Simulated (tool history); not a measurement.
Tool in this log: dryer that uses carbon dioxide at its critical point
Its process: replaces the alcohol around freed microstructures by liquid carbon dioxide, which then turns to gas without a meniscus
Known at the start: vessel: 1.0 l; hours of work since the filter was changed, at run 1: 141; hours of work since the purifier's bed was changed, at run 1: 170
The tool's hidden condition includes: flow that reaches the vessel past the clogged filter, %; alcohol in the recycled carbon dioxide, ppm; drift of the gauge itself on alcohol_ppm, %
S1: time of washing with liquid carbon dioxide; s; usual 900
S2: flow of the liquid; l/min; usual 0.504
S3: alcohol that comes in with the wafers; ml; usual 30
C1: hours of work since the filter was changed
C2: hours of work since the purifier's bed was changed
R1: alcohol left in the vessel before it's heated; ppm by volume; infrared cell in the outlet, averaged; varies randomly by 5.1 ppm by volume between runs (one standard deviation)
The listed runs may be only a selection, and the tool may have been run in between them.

run,hour,S1,S2,S3,C1,C2,R1
1,0.0,900,0.504,30,141,170,144
2,22.9,900,0.319,30,158,187,958
3,46.8,900,0.319,28,176,205,904
4,68.3,900,0.319,28,191,220,957
5,91.6,900,0.319,28,209,237,952
6,114.8,900,0.504,21,226,255,158
7,132.8,720,0.504,30,239,268,431
8,154.5,720,0.504,30,255,284,460
9,175.1,900,0.504,93,270,299,493
10,201.2,900,0.504,93,289,318,516
11,228.8,900,0.504,47,310,339,323
12,256.0,900,0.504,47,330,358,348
13,270.3,900,0.504,30,340,369,265
# hour 272.8: inlet filter changed
14,285.7,900,0.504,30,10,380,169
15,304.0,1140,0.341,59,23,393,465
16,322.5,600,0.726,53,37,407,241
17,349.5,540,0.703,75,57,427,513
18,370.8,900,0.814,31,72,442,123
19,397.5,900,0.337,42,92,462,1010
20,413.5,900,0.558,39,104,474,179
21,429.0,900,0.558,39,115,485,181
22,447.7,900,0.558,39,129,499,198
23,466.8,1020,0.504,30,143,513,181
24,494.3,1020,0.504,30,163,533,185
25,520.1,1020,0.504,30,182,552,197
26,549.1,900,0.504,26,203,574,242
27,572.8,1380,0.618,30,221,591,164

Alternative continuations, all from the tool just after run 27; predict every row:
A,587.9,900,0.748,74,232,602,?
B,587.9,1140,0.305,58,232,602,?
C,587.9,780,0.539,43,232,602,?

run,R1
A,178
B,1152
C,407
With the hidden condition removed and each run's random variation left untouched, the same runs would have given:
run,R1
A,5
B,590
C,130
